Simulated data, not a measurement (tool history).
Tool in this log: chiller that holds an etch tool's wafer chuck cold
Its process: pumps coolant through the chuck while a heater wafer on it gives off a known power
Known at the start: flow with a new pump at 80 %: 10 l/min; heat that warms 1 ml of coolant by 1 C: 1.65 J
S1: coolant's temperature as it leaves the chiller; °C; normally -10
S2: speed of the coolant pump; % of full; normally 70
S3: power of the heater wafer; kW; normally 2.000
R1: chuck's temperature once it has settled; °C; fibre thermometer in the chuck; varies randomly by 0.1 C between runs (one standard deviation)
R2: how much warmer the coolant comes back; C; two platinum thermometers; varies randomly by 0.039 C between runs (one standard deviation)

Run 1, hour 0.0: usual settings. Result: R1 9.5 °C, R2 8.52 C.
Run 2, hour 35.0: usual settings but S3 2.054 kW. Result: R1 10.1 °C, R2 8.68 C.
Run 3, hour 66.5: usual settings but S1 -15 °C, S3 2.054 kW. Result: R1 5.1 °C, R2 8.64 C.
Run 4, hour 102.6: usual settings but S1 -15 °C, S3 2.054 kW. Result: R1 5.2 °C, R2 8.70 C.
Run 5, hour 140.2: usual settings but S3 1.267 kW. Result: R1 2.2 °C, R2 5.32 C.
Run 6, hour 168.2: usual settings but S3 1.267 kW. Result: R1 2.4 °C, R2 5.38 C.
Run 7, hour 191.3: usual settings but S3 1.267 kW. Result: R1 2.4 °C, R2 5.46 C.
Run 8, hour 221.7: usual settings but S3 1.267 kW. Result: R1 2.5 °C, R2 5.37 C.
Run 9, hour 249.9: usual settings but S3 1.720 kW. Result: R1 6.8 °C, R2 7.33 C.
Run 10, hour 267.7: usual settings but S3 1.720 kW. Result: R1 6.8 °C, R2 7.25 C.
Run 11, hour 284.1: usual settings but S3 1.720 kW. Result: R1 6.9 °C, R2 7.30 C.
Run 12, hour 321.4: usual settings but S3 1.720 kW. Result: R1 7.0 °C, R2 7.26 C.
Run 13, hour 336.7: usual settings but S1 -5 °C, S3 1.720 kW. Result: R1 11.9 °C, R2 7.30 C.
Run 14, hour 374.0: usual settings but S1 -5 °C, S3 1.720 kW. Result: R1 12.0 °C, R2 7.33 C.
Run 15, hour 406.8: usual settings but S1 -5 °C, S3 1.720 kW. Result: R1 11.8 °C, R2 7.32 C.
Run 16, hour 435.2: usual settings. Result: R1 9.7 °C, R2 8.49 C.
Run 17, hour 457.0: usual settings but S3 1.063 kW. Result: R1 0.4 °C, R2 4.43 C.
Run 18, hour 493.5: usual settings but S1 -16 °C, S2 93 % of full, S3 2.261 kW. Result: R1 2.6 °C, R2 7.31 C.
Run 19, hour 526.9: usual settings but S2 92 % of full, S3 2.286 kW. Result: R1 8.9 °C, R2 7.42 C.
Run 20, hour 555.8: usual settings but S1 0 °C, S2 78 % of full, S3 1.128 kW. Result: R1 10.2 °C, R2 4.33 C.
Run 21, hour 572.2: usual settings but S1 -4 °C, S2 76 % of full. Result: R1 14.6 °C, R2 7.77 C.
Run 22, hour 591.8: usual settings but S1 -19 °C, S2 65 % of full, S3 1.511 kW. Result: R1 -3.4 °C, R2 6.91 C.
Run 23, hour 609.9: usual settings but S1 -19 °C, S2 65 % of full, S3 1.511 kW. Result: R1 -3.3 °C, R2 6.88 C.
Run 24, hour 627.4: usual settings but S1 -19 °C, S2 65 % of full, S3 1.511 kW. Result: R1 -3.4 °C, R2 6.89 C.
Run 25, hour 659.3: usual settings but S1 -19 °C, S2 65 % of full, S3 1.511 kW. Result: R1 -3.5 °C, R2 6.90 C.
Run 26, hour 675.3: usual settings but S1 -19 °C, S2 65 % of full, S3 2.087 kW. Result: R1 2.6 °C, R2 9.53 C.
Run 27, hour 690.7: usual settings but S1 -11 °C, S2 76 % of full, S3 1.642 kW. Result: R1 4.5 °C, R2 6.47 C.
Run 28, hour 707.4: usual settings but S1 -18 °C, S2 83 % of full, S3 1.959 kW. Result: R1 -0.7 °C, R2 7.09 C.
Run 29, hour 734.4: usual settings but S3 2.484 kW. Result: R1 14.5 °C, R2 10.51 C.
Run 30, hour 768.1: usual settings but S3 2.484 kW. Result: R1 14.6 °C, R2 10.50 C.
Run 31, hour 804.5: usual settings but S2 81 % of full, S3 1.023 kW. Result: R1 -1.1 °C, R2 3.77 C.

What would each run have given without the hidden state, its run-to-run variation left as it was?
The hidden state here: heat passed by the chuck's channels, % of clean ones'; flow at a given pump speed, % of a new pump's; coolant's true temperature over the reading, C; drift of the gauge itself on chuck_c, C; drift of the gauge itself on warmer_back_c, C.
run    R1     R2
  1   8.7   8.36
  2   9.2   8.51
  3   4.2   8.47
  4   4.2   8.53
  5   1.7   5.21
  6   1.9   5.27
  7   1.9   5.34
  8   2.0   5.25
  9   6.0   7.17
 10   6.0   7.09
 11   6.1   7.15
 12   6.2   7.10
 13  11.1   7.14
 14  11.1   7.17
 15  11.0   7.15
 16   8.7   8.29
 17  -0.1   4.33
 18   1.6   7.13
 19   7.9   7.24
 20   9.7   4.23
 21  13.7   7.58
 22  -4.2   6.74
 23  -4.1   6.70
 24  -4.2   6.72
 25  -4.2   6.73
 26   1.4   9.28
 27   3.7   6.30
 28  -1.7   6.91
 29  13.2  10.24
 30  13.3  10.22
 31  -1.5   3.67
